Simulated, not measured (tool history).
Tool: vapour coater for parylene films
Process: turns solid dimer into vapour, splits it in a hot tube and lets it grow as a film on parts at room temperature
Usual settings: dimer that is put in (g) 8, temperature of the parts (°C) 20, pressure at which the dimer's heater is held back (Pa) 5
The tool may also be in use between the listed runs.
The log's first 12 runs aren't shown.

run   hour  dimer that is put in (g)  temperature of the parts (°C)  pressure at which the dimer's heater is held back (Pa)  thickness of the film (µm)
 13  242.7                         8                             20                                                    2.57                        3.28
 14  265.1                         3                             20                                                       5                        1.16
 15  283.1                         8                             20                                                       5                        3.09
 16  304.1                         8                             20                                                    4.66                         3.1
 17    315                        12                             30                                                       5                        3.63
 18  330.4                        12                             30                                                       5                        3.66
 19  350.6                        12                             30                                                       5                        3.65
     353.4  -- table's thermometer calibrated
 20  366.9                         5                             20                                                    7.49                        1.85
 21  387.8                         5                             20                                                    4.47                        1.92
 22  413.7                         5                             20                                                    4.47                        1.92
 23  425.2                         5                             27                                                    5.49                        1.62
 24  450.4                         5                             27                                                    5.49                        1.59
 25  467.5                         5                             21                                                       5                        1.84
     485.2  -- table's thermometer calibrated, once more
 26  489.6                         7                             21                                                       5                        2.59
 27  514.3                         8                             20                                                    5.84                        2.96
 28  538.5                         8                             14                                                       5                        3.44
 29  559.9                         9                             32                                                    2.59                        2.67

Forecast run 30:
 30  574.8                         9                             28                                                    5.66                           ?

thickness of the film (µm): 2.77
Without the tool's hidden state the same run would have given thickness of the film (µm) 2.93.
